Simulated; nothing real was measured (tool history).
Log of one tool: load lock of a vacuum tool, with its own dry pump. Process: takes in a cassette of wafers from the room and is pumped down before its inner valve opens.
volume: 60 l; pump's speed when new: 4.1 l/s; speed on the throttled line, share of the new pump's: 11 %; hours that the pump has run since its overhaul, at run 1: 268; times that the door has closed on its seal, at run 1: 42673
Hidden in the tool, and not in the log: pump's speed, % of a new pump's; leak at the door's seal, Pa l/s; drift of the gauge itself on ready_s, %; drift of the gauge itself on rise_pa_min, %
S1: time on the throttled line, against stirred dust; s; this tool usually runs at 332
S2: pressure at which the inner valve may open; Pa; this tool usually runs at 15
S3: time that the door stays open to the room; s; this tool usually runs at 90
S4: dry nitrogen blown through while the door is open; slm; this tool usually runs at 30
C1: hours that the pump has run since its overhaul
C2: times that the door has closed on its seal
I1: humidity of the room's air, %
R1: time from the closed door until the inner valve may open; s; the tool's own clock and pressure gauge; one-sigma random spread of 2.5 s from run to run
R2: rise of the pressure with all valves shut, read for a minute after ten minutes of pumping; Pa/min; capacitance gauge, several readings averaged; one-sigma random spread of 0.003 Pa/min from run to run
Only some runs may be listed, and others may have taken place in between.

Run 1, day 0: usual settings; C1 268; C2 42673; I1 47.3. Result: R1 422.6 s, R2 0.217 Pa/min.
Run 2, day 3.721: usual settings; C1 357; C2 43091; I1 45.6. Result: R1 423.7 s, R2 0.215 Pa/min.
Run 3, day 7.892: usual settings but S4 15 slm; C1 457; C2 43560; I1 45.4. Result: R1 426.2 s, R2 0.231 Pa/min.
Run 4, day 11.904: usual settings but S4 15 slm; C1 553; C2 44010; I1 43. Result: R1 423.6 s, R2 0.233 Pa/min.
Run 5, day 15.812: usual settings but S4 15 slm; C1 647; C2 44450; I1 46.4. Result: R1 425.5 s, R2 0.237 Pa/min.
Run 6, day 20.362: usual settings but S1 212 s; C1 756; C2 44961; I1 50.3. Result: R1 321.3 s, R2 0.237 Pa/min.
Run 7, day 24.667: usual settings but S1 212 s; C1 860; C2 45445; I1 45.7. Result: R1 318 s, R2 0.24 Pa/min.
Run 8, day 26.733: usual settings; C1 909; C2 45677; I1 42.7. Result: R1 427.4 s, R2 0.233 Pa/min.
Run 9, day 29.529: usual settings; C1 976; C2 45991; I1 46.8. Result: R1 426.6 s, R2 0.238 Pa/min.
Run 10, day 34.233: usual settings; C1 1089; C2 46520; I1 47.8. Result: R1 426.3 s, R2 0.242 Pa/min.
Run 11, day 38.738: usual settings; C1 1197; C2 47026; I1 46.8. Result: R1 428.4 s, R2 0.245 Pa/min.
Run 12, day 42.592: usual settings; C1 1290; C2 47459; I1 46.6. Result: R1 424.6 s, R2 0.25 Pa/min.
Run 13, day 47.062: usual settings; C1 1397; C2 47962; I1 46.7. Result: R1 426.3 s, R2 0.248 Pa/min.
At day 50.158: door's seal changed, seat wiped.
Run 14, day 50.404: usual settings; C1 1476; C2 28; I1 45.2. Result: R1 429.5 s, R2 0.032 Pa/min.
Run 15, day 53.412: usual settings; C1 1548; C2 366; I1 42.3. Result: R1 430.7 s, R2 0.029 Pa/min.
Run 16, day 55.504: usual settings; C1 1598; C2 601; I1 43.7. Result: R1 423.2 s, R2 0.028 Pa/min.
Run 17, day 60.112: usual settings; C1 1709; C2 1119; I1 41.8. Result: R1 428 s, R2 0.034 Pa/min.

Predict the results of run 18:
Run 18, day 62.55: usual settings; C1 1767; C2 1393; I1 47.7. Result: R1 ?, R2 ?.

{"run 18": {"R1": 429.8, "R2": 0.034}}
Take away the tool's hidden state, keep the run-to-run variation as it was, and the same run would have given R1 428.1 s, R2 0.032 Pa/min.
